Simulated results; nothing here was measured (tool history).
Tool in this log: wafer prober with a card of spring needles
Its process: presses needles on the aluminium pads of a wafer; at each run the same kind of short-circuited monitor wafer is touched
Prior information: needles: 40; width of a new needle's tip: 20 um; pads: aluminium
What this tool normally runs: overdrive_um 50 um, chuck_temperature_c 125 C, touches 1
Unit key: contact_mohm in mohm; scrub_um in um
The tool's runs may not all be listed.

Run 1, hour 0: usual settings. Result: contact_mohm 228 mohm, scrub_um 13.22 um.
Run 2, hour 10.5: usual settings. Result: contact_mohm 237 mohm, scrub_um 13.13 um.
Run 3, hour 17.7: usual settings. Result: contact_mohm 251 mohm, scrub_um 12.93 um.
Run 4, hour 25.6: usual settings. Result: contact_mohm 275 mohm, scrub_um 13.16 um.
Run 5, hour 35.8: usual settings but touches 2. Result: contact_mohm 249 mohm, scrub_um 13.04 um.
Run 6, hour 43.3: usual settings. Result: contact_mohm 230 mohm, scrub_um 13.05 um.
Run 7, hour 56.8: usual settings. Result: contact_mohm 271 mohm, scrub_um 12.87 um.
Run 8, hour 71.4: usual settings. Result: contact_mohm 240 mohm, scrub_um 13.13 um.
Run 9, hour 84: usual settings but overdrive_um 65 um. Result: contact_mohm 224 mohm, scrub_um 16.7 um.
Run 10, hour 91.9: usual settings but overdrive_um 65 um. Result: contact_mohm 242 mohm, scrub_um 16.86 um.
Run 11, hour 101.2: usual settings but overdrive_um 65 um, chuck_temperature_c 99 C. Result: contact_mohm 228 mohm, scrub_um 17.05 um.
Run 12, hour 108.8: usual settings but touches 2. Result: contact_mohm 258 mohm, scrub_um 12.73 um.
Run 13, hour 121.2: usual settings but touches 2. Result: contact_mohm 272 mohm, scrub_um 12.89 um.
Run 14, hour 134.1: usual settings. Result: contact_mohm 238 mohm, scrub_um 12.33 um.
Run 15, hour 146.2: usual settings but overdrive_um 49 um. Result: contact_mohm 259 mohm, scrub_um 12.08 um.
Run 16, hour 159.7: usual settings but overdrive_um 52 um, chuck_temperature_c 72 C. Result: contact_mohm 262 mohm, scrub_um 13.08 um.
Run 17, hour 173.2: usual settings but overdrive_um 52 um, chuck_temperature_c 72 C. Result: contact_mohm 221 mohm, scrub_um 12.94 um.
Run 18, hour 181.8: usual settings but chuck_temperature_c 51 C. Result: contact_mohm 268 mohm, scrub_um 12.01 um.
Run 19, hour 189.9: usual settings but chuck_temperature_c 51 C. Result: contact_mohm 292 mohm, scrub_um 12.34 um.
Run 20, hour 199.2: usual settings but chuck_temperature_c 116 C, touches 2. Result: contact_mohm 259 mohm, scrub_um 12.31 um.
Run 21, hour 205.4: usual settings but chuck_temperature_c 79 C. Result: contact_mohm 279 mohm, scrub_um 11.98 um.
Run 22, hour 211.9: usual settings but overdrive_um 51 um, chuck_temperature_c 48 C, touches 2. Result: contact_mohm 247 mohm, scrub_um 12.47 um.
Run 23, hour 225.8: usual settings but overdrive_um 39 um, chuck_temperature_c 43 C, touches 2. Result: contact_mohm 218 mohm, scrub_um 10.67 um.
Run 24, hour 239: usual settings but overdrive_um 38 um, chuck_temperature_c 70 C. Result: contact_mohm 282 mohm, scrub_um 10.34 um.
Run 25, hour 250.6: usual settings but overdrive_um 38 um, chuck_temperature_c 34 C, touches 2. Result: contact_mohm 246 mohm, scrub_um 10.35 um.
Run 26, hour 263.5: usual settings but overdrive_um 38 um, chuck_temperature_c 34 C, touches 2. Result: contact_mohm 277 mohm, scrub_um 10.44 um.
Run 27, hour 270.9: usual settings but overdrive_um 32 um, touches 2. Result: contact_mohm 256 mohm, scrub_um 8.8 um.
Run 28, hour 284: usual settings but touches 3. Result: contact_mohm 232 mohm, scrub_um 13.54 um.
Run 29, hour 294.1: usual settings but overdrive_um 37 um. Result: contact_mohm 247 mohm, scrub_um 9.82 um.
Run 30, hour 306.5: usual settings but overdrive_um 37 um. Result: contact_mohm 287 mohm, scrub_um 9.96 um.

Missing from the log above: 55 entries noted between runs. For each, name the pair of listed runs it sits between and say how the tool's hidden condition differs from the listed run just before to the listed run just after:
Between runs 1 and 2: tips cleaned on abrasive film (hour 4.7); tips cleaned on abrasive film (hour 10.1)
  debris on the tips, nm: 7.7 -> 5.3; way that the needles fall short of the set height, um: 1.93 -> 2.84; tips' diameter, um: 22.63 -> 23.84
  difference, measured minus the result without the unlogged condition, contact_mohm: +18 -> +18 mohm; scrub_um: -0.54 -> -0.81 um
Between runs 2 and 3: tips cleaned on abrasive film (hour 15.7)
  debris on the tips, nm: 5.3 -> 15.9; way that the needles fall short of the set height, um: 2.84 -> 2.93; tips' diameter, um: 23.84 -> 23.87
  difference, measured minus the result without the unlogged condition, contact_mohm: +18 -> +37 mohm; scrub_um: -0.81 -> -0.82 um
Between runs 3 and 4: tips cleaned on abrasive film (hour 21.7)
  debris on the tips, nm: 15.9 -> 28.3; way that the needles fall short of the set height, um: 2.93 -> 3.02; tips' diameter, um: 23.87 -> 23.9
  difference, measured minus the result without the unlogged condition, contact_mohm: +37 -> +60 mohm; scrub_um: -0.82 -> -0.85 um
Between runs 4 and 5: tips cleaned on abrasive film (hour 27); tips cleaned on abrasive film (hour 32.3)
  debris on the tips, nm: 28.3 -> 25.7; way that the needles fall short of the set height, um: 3.02 -> 3.23; tips' diameter, um: 23.9 -> 23.98
  difference, measured minus the result without the unlogged condition, contact_mohm: +60 -> +36 mohm; scrub_um: -0.85 -> -0.91 um
Between runs 5 and 6: tips cleaned on abrasive film (hour 37.7); tips cleaned on abrasive film (hour 43.2)
  debris on the tips, nm: 25.7 -> 3.1; way that the needles fall short of the set height, um: 3.23 -> 3.43; tips' diameter, um: 23.98 -> 24.05
  difference, measured minus the result without the unlogged condition, contact_mohm: +36 -> +15 mohm; scrub_um: -0.91 -> -0.97 um
Between runs 6 and 7: tips cleaned on abrasive film, once more (hour 47.5); tips cleaned on abrasive film (hour 53.6)
  debris on the tips, nm: 3.1 -> 24.5; way that the needles fall short of the set height, um: 3.43 -> 3.65; tips' diameter, um: 24.05 -> 24.13
  difference, measured minus the result without the unlogged condition, contact_mohm: +15 -> +55 mohm; scrub_um: -0.97 -> -1.02 um
Between runs 7 and 8: tips cleaned on abrasive film (hour 59.7); tips cleaned on abrasive film (hour 65.5); tips cleaned on abrasive film (hour 70.7)
  debris on the tips, nm: 24.5 -> 7.8; way that the needles fall short of the set height, um: 3.65 -> 3.98; tips' diameter, um: 24.13 -> 24.24
  difference, measured minus the result without the unlogged condition, contact_mohm: +55 -> +25 mohm; scrub_um: -1.02 -> -1.12 um
Between runs 8 and 9: tips cleaned on abrasive film (hour 76.6); tips cleaned on abrasive film (hour 82.5)
  debris on the tips, nm: 7.8 -> 12.9; way that the needles fall short of the set height, um: 3.98 -> 4.19; tips' diameter, um: 24.24 -> 24.32
  difference, measured minus the result without the unlogged condition, contact_mohm: +25 -> +22 mohm; scrub_um: -1.12 -> -1.16 um
Between runs 9 and 10: tips cleaned on abrasive film (hour 88.4)
  debris on the tips, nm: 12.9 -> 25.7; way that the needles fall short of the set height, um: 4.19 -> 4.28; tips' diameter, um: 24.32 -> 24.35
  difference, measured minus the result without the unlogged condition, contact_mohm: +22 -> +36 mohm; scrub_um: -1.16 -> -1.2 um
Between runs 10 and 11: tips cleaned on abrasive film (hour 94.1); tips cleaned on abrasive film (hour 99.7)
  debris on the tips, nm: 25.7 -> 13.8; way that the needles fall short of the set height, um: 4.28 -> 4.52; tips' diameter, um: 24.35 -> 24.43
  difference, measured minus the result without the unlogged condition, contact_mohm: +36 -> +24 mohm; scrub_um: -1.2 -> -1.26 um
Between runs 11 and 12: tips cleaned on abrasive film (hour 105.2)
  debris on the tips, nm: 13.8 -> 26.5; way that the needles fall short of the set height, um: 4.52 -> 4.62; tips' diameter, um: 24.43 -> 24.47
  difference, measured minus the result without the unlogged condition, contact_mohm: +24 -> +43 mohm; scrub_um: -1.26 -> -1.29 um
Between runs 12 and 13: tips cleaned on abrasive film (hour 110.8); tips cleaned on abrasive film (hour 116.7)
  debris on the tips, nm: 26.5 -> 33.2; way that the needles fall short of the set height, um: 4.62 -> 4.83; tips' diameter, um: 24.47 -> 24.54
  difference, measured minus the result without the unlogged condition, contact_mohm: +43 -> +53 mohm; scrub_um: -1.29 -> -1.36 um
Between runs 13 and 14: tips cleaned on abrasive film (hour 122.4); tips cleaned on abrasive film (hour 128.4); tips cleaned on abrasive film (hour 133.8)
  debris on the tips, nm: 33.2 -> 6.6; way that the needles fall short of the set height, um: 4.83 -> 5.15; tips' diameter, um: 24.54 -> 24.65
  difference, measured minus the result without the unlogged condition, contact_mohm: +53 -> +25 mohm; scrub_um: -1.36 -> -1.43 um
Between runs 14 and 15: tips cleaned on abrasive film (hour 139.4); tips cleaned on abrasive film (hour 144.5)
  debris on the tips, nm: 6.6 -> 14.5; way that the needles fall short of the set height, um: 5.15 -> 5.32; tips' diameter, um: 24.65 -> 24.71
  difference, measured minus the result without the unlogged condition, contact_mohm: +25 -> +44 mohm; scrub_um: -1.43 -> -1.49 um
Between runs 15 and 16: tips cleaned on abrasive film (hour 150.1); tips cleaned on abrasive film (hour 156.2)
  debris on the tips, nm: 14.5 -> 24.5; way that the needles fall short of the set height, um: 5.32 -> 5.52; tips' diameter, um: 24.71 -> 24.78
  difference, measured minus the result without the unlogged condition, contact_mohm: +44 -> +62 mohm; scrub_um: -1.49 -> -1.55 um
Between runs 16 and 17: tips cleaned on abrasive film (hour 161.9); tips cleaned on abrasive film (hour 167.2); tips cleaned on abrasive film (hour 173.2)
  debris on the tips, nm: 24.5 -> 3.9; way that the needles fall short of the set height, um: 5.52 -> 5.82; tips' diameter, um: 24.78 -> 24.89
  difference, measured minus the result without the unlogged condition, contact_mohm: +62 -> +20 mohm; scrub_um: -1.55 -> -1.63 um
Between runs 17 and 18: tips cleaned on abrasive film (hour 178.7)
  debris on the tips, nm: 3.9 -> 23.9; way that the needles fall short of the set height, um: 5.82 -> 5.95; tips' diameter, um: 24.89 -> 24.93
  difference, measured minus the result without the unlogged condition, contact_mohm: +20 -> +71 mohm; scrub_um: -1.63 -> -1.64 um
Between runs 18 and 19: tips cleaned on abrasive film (hour 185)
  debris on the tips, nm: 23.9 -> 33.4; way that the needles fall short of the set height, um: 5.95 -> 6.08; tips' diameter, um: 24.93 -> 24.98
  difference, measured minus the result without the unlogged condition, contact_mohm: +71 -> +94 mohm; scrub_um: -1.64 -> -1.71 um
Between runs 19 and 20: tips cleaned on abrasive film (hour 191); tips cleaned on abrasive film (hour 196.9)
  debris on the tips, nm: 33.4 -> 21.9; way that the needles fall short of the set height, um: 6.08 -> 6.28; tips' diameter, um: 24.98 -> 25.05
  difference, measured minus the result without the unlogged condition, contact_mohm: +94 -> +44 mohm; scrub_um: -1.71 -> -1.75 um
Between runs 20 and 21: tips cleaned on abrasive film (hour 202.3)
  debris on the tips, nm: 21.9 -> 24.8; way that the needles fall short of the set height, um: 6.28 -> 6.4; tips' diameter, um: 25.05 -> 25.09
  difference, measured minus the result without the unlogged condition, contact_mohm: +44 -> +73 mohm; scrub_um: -1.75 -> -1.76 um
Between runs 21 and 22: tips cleaned on abrasive film (hour 208.3)
  debris on the tips, nm: 24.8 -> 30.1; way that the needles fall short of the set height, um: 6.4 -> 6.49; tips' diameter, um: 25.09 -> 25.12
  difference, measured minus the result without the unlogged condition, contact_mohm: +73 -> +55 mohm; scrub_um: -1.76 -> -1.8 um
Between runs 22 and 23: tips cleaned on abrasive film (hour 214.5); height of the first contact set anew (hour 217.8); tips cleaned on abrasive film (hour 220); tips cleaned on abrasive film (hour 225.8)
  debris on the tips, nm: 30.1 -> 3.1; way that the needles fall short of the set height, um: 6.49 -> 0.24; tips' diameter, um: 25.12 -> 25.25
  difference, measured minus the result without the unlogged condition, contact_mohm: +55 -> +16 mohm; scrub_um: -1.8 -> -0.07 um
Between runs 23 and 24: tips cleaned on abrasive film (hour 231.4); tips cleaned on abrasive film (hour 236.9)
  debris on the tips, nm: 3.1 -> 19.2; way that the needles fall short of the set height, um: 0.24 -> 0.49; tips' diameter, um: 25.25 -> 25.33
  difference, measured minus the result without the unlogged condition, contact_mohm: +16 -> +74 mohm; scrub_um: -0.07 -> -0.13 um
Between runs 24 and 25: tips cleaned on abrasive film (hour 242.8); tips cleaned on abrasive film (hour 248.6)
  debris on the tips, nm: 19.2 -> 17.2; way that the needles fall short of the set height, um: 0.49 -> 0.69; tips' diameter, um: 25.33 -> 25.4
  difference, measured minus the result without the unlogged condition, contact_mohm: +74 -> +46 mohm; scrub_um: -0.13 -> -0.19 um
Between runs 25 and 26: tips cleaned on abrasive film (hour 254.5); tips cleaned on abrasive film (hour 259.8)
  debris on the tips, nm: 17.2 -> 28.2; way that the needles fall short of the set height, um: 0.69 -> 0.85; tips' diameter, um: 25.4 -> 25.46
  difference, measured minus the result without the unlogged condition, contact_mohm: +46 -> +73 mohm; scrub_um: -0.19 -> -0.24 um
Between runs 26 and 27: tips cleaned on abrasive film (hour 265.7); tips cleaned on abrasive film (hour 270.9)
  debris on the tips, nm: 28.2 -> 3.6; way that the needles fall short of the set height, um: 0.85 -> 1.07; tips' diameter, um: 25.46 -> 25.54
  difference, measured minus the result without the unlogged condition, contact_mohm: +73 -> +26 mohm; scrub_um: -0.24 -> -0.3 um
Between runs 27 and 28: tips cleaned on abrasive film (hour 277); tips cleaned on abrasive film (hour 282.7)
  debris on the tips, nm: 3.6 -> 12.6; way that the needles fall short of the set height, um: 1.07 -> 1.24; tips' diameter, um: 25.54 -> 25.6
  difference, measured minus the result without the unlogged condition, contact_mohm: +26 -> +18 mohm; scrub_um: -0.3 -> -0.34 um
Between runs 28 and 29: tips cleaned on abrasive film (hour 288.2); tips cleaned on abrasive film (hour 294.1)
  debris on the tips, nm: 12.6 -> 2.3; way that the needles fall short of the set height, um: 1.24 -> 1.48; tips' diameter, um: 25.6 -> 25.68
  difference, measured minus the result without the unlogged condition, contact_mohm: +18 -> +23 mohm; scrub_um: -0.34 -> -0.41 um
Between runs 29 and 30: tips cleaned on abrasive film (hour 299.8); tips cleaned on abrasive film (hour 305.3)
  debris on the tips, nm: 2.3 -> 12.3; way that the needles fall short of the set height, um: 1.48 -> 1.64; tips' diameter, um: 25.68 -> 25.74
  difference, measured minus the result without the unlogged condition, contact_mohm: +23 -> +59 mohm; scrub_um: -0.41 -> -0.46 um
